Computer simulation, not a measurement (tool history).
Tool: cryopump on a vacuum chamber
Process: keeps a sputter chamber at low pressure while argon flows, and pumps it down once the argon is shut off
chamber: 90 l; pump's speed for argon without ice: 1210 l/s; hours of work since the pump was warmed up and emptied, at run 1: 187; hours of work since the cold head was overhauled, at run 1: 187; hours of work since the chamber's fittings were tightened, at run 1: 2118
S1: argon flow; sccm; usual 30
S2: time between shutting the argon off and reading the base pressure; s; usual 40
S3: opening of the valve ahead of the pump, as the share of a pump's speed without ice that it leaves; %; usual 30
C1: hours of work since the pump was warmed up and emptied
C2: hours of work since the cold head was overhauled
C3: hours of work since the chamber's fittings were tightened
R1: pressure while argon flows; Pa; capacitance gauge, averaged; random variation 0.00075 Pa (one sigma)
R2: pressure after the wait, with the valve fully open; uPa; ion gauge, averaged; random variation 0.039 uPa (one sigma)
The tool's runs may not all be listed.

run	day	S1	S2	S3	C1	C2	C3	R1	R2
1	0	30	40	30	187	187	2118	0.1432	3.99
2	0.775	30	40	30	200	200	2131	0.1434	4.06
3	1.475	30	40	30	212	212	2143	0.1436	4.01
4	1.979	30	40	30	220	220	2152	0.1445	3.99
5	2.775	30	40	30	234	234	2165	0.1441	4.09
# day 3.029: leaking fittings of the chamber tightened, without venting
6	3.75	30	40	30	249	249	12	0.1438	2.25
7	4.179	30	196	30	256	256	19	0.1443	0.72
8	4.583	30	196	30	262	262	26	0.1431	0.76
9	5.233	60	196	30	273	273	37	0.2871	0.76
10	5.975	30	167	30	286	286	49	0.1448	0.81
11	6.804	30	167	30	300	300	63	0.1447	0.84
12	7.35	30	167	30	309	309	73	0.1448	0.85
13	8.083	30	167	30	321	321	85	0.1452	0.89
14	8.758	30	40	20	333	333	96	0.2163	2.3
15	9.2	30	40	30	340	340	104	0.1444	2.42
16	10.121	30	40	30	356	356	119	0.1456	2.38
17	10.779	30	40	30	367	367	130	0.1444	2.38
18	11.175	30	47	27	373	373	137	0.1611	2.09
19	12.075	30	40	22	388	388	152	0.1971	2.48
20	12.571	31	114	21	397	397	160	0.211	1.16
21	13.5	60	40	21	412	412	176	0.4125	2.43
22	14.175	54	23	22	424	424	187	0.3551	3.9
23	14.971	30	23	19	437	437	201	0.2273	3.93
24	15.767	30	23	16	450	450	214	0.2679	3.93
25	16.512	57	124	38	463	463	227	0.2235	1.14
26	17.05	57	124	38	472	472	236	0.2246	1.18
27	17.933	57	124	38	487	487	250	0.226	1.18
28	18.621	57	124	38	498	498	262	0.2264	1.24
# day 19.275: pump warmed up, emptied and cooled again
29	19.55	50	30	30	5	510	274	0.2345	3.13
30	20.283	50	30	30	17	523	286	0.2347	3.11
31	20.783	50	30	30	25	531	295	0.233	3.14
32	21.538	45	55	18	38	544	307	0.3494	1.9
33	22.338	19	90	46	51	557	321	0.0587	1.39

Hidden state or all else? Some run-to-run changes of R1, split into what the settings, what came in and random variation would give without the hidden state, and what is left for the hidden state (with any gauge scatter that isn't in both results):
The hidden state here: pump's speed, % of a pump's without ice; cold plate's temperature, K; leak into the chamber, uPa l/s; drift of the gauge itself on working_pa, %; drift of the gauge itself on base_upa, %.
Run 8 -> 9: S1 30 -> 60. R1 +0.144 Pa: hidden state +0.0045, all else +0.1395.
Run 20 -> 21: S1 31 -> 60, S2 114 -> 40. R1 +0.2015 Pa: hidden state +0.0065, all else +0.195.
Run 24 -> 25: S1 30 -> 57, S2 23 -> 124, S3 16 -> 38. R1 -0.0444 Pa: hidden state +0.0068, all else -0.0512.
Run 28 -> 29: S1 57 -> 50, S2 124 -> 30, S3 38 -> 30, pump warmed up, emptied and cooled again. R1 +0.0081 Pa: hidden state -0.0144, all else +0.0225.
Run 32 -> 33: S1 45 -> 19, S2 55 -> 90, S3 18 -> 46. R1 -0.2907 Pa: hidden state -0.0007, all else -0.29.
